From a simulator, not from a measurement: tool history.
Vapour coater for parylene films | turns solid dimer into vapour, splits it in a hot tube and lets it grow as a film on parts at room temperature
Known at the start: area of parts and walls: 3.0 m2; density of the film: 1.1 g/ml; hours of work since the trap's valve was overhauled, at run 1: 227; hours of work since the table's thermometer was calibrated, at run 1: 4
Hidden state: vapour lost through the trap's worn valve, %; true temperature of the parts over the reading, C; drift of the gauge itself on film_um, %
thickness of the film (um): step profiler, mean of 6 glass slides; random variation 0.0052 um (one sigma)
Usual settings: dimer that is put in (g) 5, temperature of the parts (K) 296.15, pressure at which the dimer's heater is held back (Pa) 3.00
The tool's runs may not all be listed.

| run | hour | dimer that is put in (g) | temperature of the parts (K) | pressure at which the dimer's heater is held back (Pa) | hours of work since the trap's valve was overhauled | hours of work since the table's thermometer was calibrated | thickness of the film (um) |
|---|---|---|---|---|---|---|---|
| 1 | 0.0 | 5 | 296.15 | 3.00 | 227 | 4 | 1.155 |
| 2 | 8.7 | 5 | 296.15 | 3.00 | 233 | 11 | 1.144 |
| 3 | 19.8 | 5 | 300.15 | 3.00 | 241 | 18 | 0.991 |
| 4 | 32.3 | 5 | 300.15 | 3.00 | 250 | 27 | 0.982 |
| 5 | 50.9 | 5 | 300.15 | 3.00 | 263 | 40 | 0.991 |
| 6 | 66.2 | 5 | 296.15 | 10.12 | 274 | 51 | 0.853 |
| 7 | 76.5 | 5 | 296.15 | 4.65 | 281 | 59 | 1.035 |
| 8 | 89.9 | 5 | 296.15 | 4.65 | 290 | 68 | 1.013 |
| 9 | 107.6 | 5 | 296.15 | 4.65 | 303 | 81 | 1.021 |
| 10 | 115.8 | 5 | 296.15 | 4.65 | 309 | 86 | 1.030 |
| 11 | 133.8 | 5 | 296.15 | 4.65 | 321 | 99 | 1.011 |
| 12 | 142.0 | 5 | 296.15 | 4.65 | 327 | 105 | 1.021 |
| 13 | 150.8 | 5 | 292.15 | 3.00 | 333 | 111 | 1.318 |
| 14 | 164.8 | 5 | 292.15 | 3.00 | 343 | 121 | 1.308 |
| 15 | 178.1 | 5 | 292.15 | 3.00 | 353 | 130 | 1.310 |
| 16 | 193.0 | 5 | 292.15 | 3.00 | 363 | 141 | 1.304 |
| 17 | 209.5 | 5 | 296.15 | 3.00 | 375 | 153 | 1.125 |
| 18 | 222.8 | 5 | 296.15 | 3.00 | 384 | 162 | 1.126 |
| 19 | 238.4 | 5 | 296.15 | 3.00 | 395 | 173 | 1.122 |
| 20 | 246.6 | 5 | 296.15 | 3.00 | 401 | 179 | 1.121 |
| 21 | 254.7 | 5 | 296.15 | 3.00 | 407 | 185 | 1.119 |
| 22 | 271.7 | 5 | 296.15 | 3.00 | 419 | 197 | 1.110 |
| 23 | 289.4 | 5 | 296.15 | 3.00 | 432 | 209 | 1.114 |
|  | 294.8 | trap's valve overhauled |
| 24 | 301.9 | 5 | 296.15 | 3.00 | 5 | 215 | 1.076 |
| 25 | 315.9 | 8 | 296.15 | 5.16 | 15 | 225 | 1.497 |
| 26 | 324.9 | 4 | 301.15 | 3.00 | 21 | 231 | 0.706 |
| 27 | 335.3 | 3 | 298.15 | 4.35 | 29 | 239 | 0.538 |
| 28 | 349.9 | 3 | 305.15 | 2.80 | 39 | 249 | 0.465 |
|  | 362.8 | trap's valve overhauled, once more |
| 29 | 373.1 | 4 | 296.15 | 3.88 | 7 | 263 | 0.886 |
| 30 | 391.4 | 5 | 303.15 | 3.72 | 20 | 276 | 0.856 |
| 31 | 406.8 | 3 | 300.15 | 2.06 | 31 | 287 | 0.667 |
| 32 | 425.3 | 5 | 296.15 | 2.81 | 44 | 300 | 1.186 |
| 33 | 434.6 | 5 | 296.15 | 2.81 | 51 | 306 | 1.198 |
| 34 | 442.8 | 5 | 288.15 | 2.81 | 57 | 312 | 1.463 |
| 35 | 459.2 | 5 | 288.15 | 6.91 | 68 | 324 | 1.292 |
| 36 | 472.4 | 6 | 304.15 | 9.22 | 78 | 333 | 0.788 |
| 37 | 488.9 | 8 | 293.15 | 5.05 | 89 | 345 | 1.837 |
| 38 | 504.3 | 3 | 295.15 | 3.22 | 100 | 356 | 0.716 |
| 39 | 518.2 | 5 | 295.15 | 2.87 | 110 | 365 | 1.213 |
| 40 | 532.6 | 5 | 296.15 | 3.98 | 120 | 376 | 1.087 |
| 41 | 549.7 | 5 | 296.15 | 3.98 | 132 | 388 | 1.083 |
| 42 | 565.1 | 6 | 293.15 | 7.86 | 143 | 399 | 1.238 |
| 43 | 583.4 | 6 | 290.15 | 7.86 | 156 | 411 | 1.373 |
| 44 | 596.0 | 6 | 290.15 | 9.74 | 165 | 420 | 1.295 |
| 45 | 606.6 | 6 | 290.15 | 9.74 | 172 | 428 | 1.293 |
| 46 | 615.3 | 5 | 299.15 | 2.38 | 179 | 434 | 1.089 |
| 47 | 629.2 | 5 | 296.15 | 2.29 | 188 | 444 | 1.211 |

3 ways to go on from here, each from the tool as it stands after run 47. What would each give?
| A | 640.7 | 7 | 296.15 | 2.29 | 197 | 452 | ? |
| B | 640.7 | 5 | 296.15 | 11.37 | 197 | 452 | ? |
| C | 640.7 | 3 | 294.15 | 3.00 | 197 | 452 | ? |

| run | thickness of the film (um) |
|---|---|
| A | 1.703 |
| B | 0.822 |
| C | 0.729 |
Without the tool's hidden state the same runs would have given:
| run | thickness of the film (um) |
|---|---|
| A | 1.787 |
| B | 0.863 |
| C | 0.765 |
